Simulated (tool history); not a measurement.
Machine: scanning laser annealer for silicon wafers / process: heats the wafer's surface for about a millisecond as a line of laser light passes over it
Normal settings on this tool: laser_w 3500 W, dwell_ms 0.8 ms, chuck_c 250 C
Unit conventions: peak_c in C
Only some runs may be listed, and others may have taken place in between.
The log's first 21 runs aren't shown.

Run 22, day 54.4: usual settings but laser_w 3262 W, dwell_ms 0.991 ms, chuck_c 243 C. Result: peak_c 1026 C.
At day 55.921: laser's power meter calibrated, once more.
Run 23, day 56.188: usual settings but laser_w 3538 W, chuck_c 286 C. Result: peak_c 1077 C.
At day 58.246: window over the wafer cleaned.
Run 24, day 58.717: usual settings but laser_w 3538 W, chuck_c 286 C. Result: peak_c 1138 C.
Run 25, day 61.242: usual settings but laser_w 3471 W, dwell_ms 0.735 ms, chuck_c 246 C. Result: peak_c 1033 C.
Run 26, day 64.075: usual settings but laser_w 3462 W, dwell_ms 0.876 ms, chuck_c 261 C. Result: peak_c 1117 C.
Run 27, day 67.738: usual settings but laser_w 3462 W, dwell_ms 0.876 ms, chuck_c 261 C. Result: peak_c 1114 C.
Run 28, day 69.796: usual settings but laser_w 3462 W, dwell_ms 0.689 ms, chuck_c 241 C. Result: peak_c 981 C.
Run 29, day 72.538: usual settings but laser_w 3170 W, dwell_ms 0.991 ms, chuck_c 265 C. Result: peak_c 1073 C.
Run 30, day 75.946: usual settings but laser_w 3469 W, dwell_ms 0.898 ms. Result: peak_c 1103 C.
Run 31, day 78.542: usual settings but laser_w 3312 W, dwell_ms 0.565 ms, chuck_c 239 C. Result: peak_c 851 C.
Run 32, day 81.783: usual settings but laser_w 3624 W, dwell_ms 0.752 ms, chuck_c 245 C. Result: peak_c 1051 C.
Run 33, day 85.342: usual settings but laser_w 3624 W, dwell_ms 0.752 ms, chuck_c 245 C. Result: peak_c 1048 C.

Alternative continuations, all from the tool just after run 33; predict every row:
Run A, day 88.042: usual settings but dwell_ms 0.647 ms. Result: peak_c ?.
Run B, day 88.042: usual settings but laser_w 3441 W, dwell_ms 0.807 ms, chuck_c 245 C. Result: peak_c ?.
Run C, day 88.042: usual settings but laser_w 3445 W, chuck_c 245 C. Result: peak_c ?.
Run D, day 88.042: usual settings but laser_w 3428 W, dwell_ms 0.957 ms. Result: peak_c ?.
Run E, day 88.042: usual settings but laser_w 3518 W, chuck_c 260 C. Result: peak_c ?.

run  peak_c
  A     951
  B    1018
  C    1015
  D    1097
  E    1052
Had the tool no hidden state, the same runs would have come out as:
run  peak_c
  A    1001
  B    1074
  C    1071
  D    1158
  E    1109

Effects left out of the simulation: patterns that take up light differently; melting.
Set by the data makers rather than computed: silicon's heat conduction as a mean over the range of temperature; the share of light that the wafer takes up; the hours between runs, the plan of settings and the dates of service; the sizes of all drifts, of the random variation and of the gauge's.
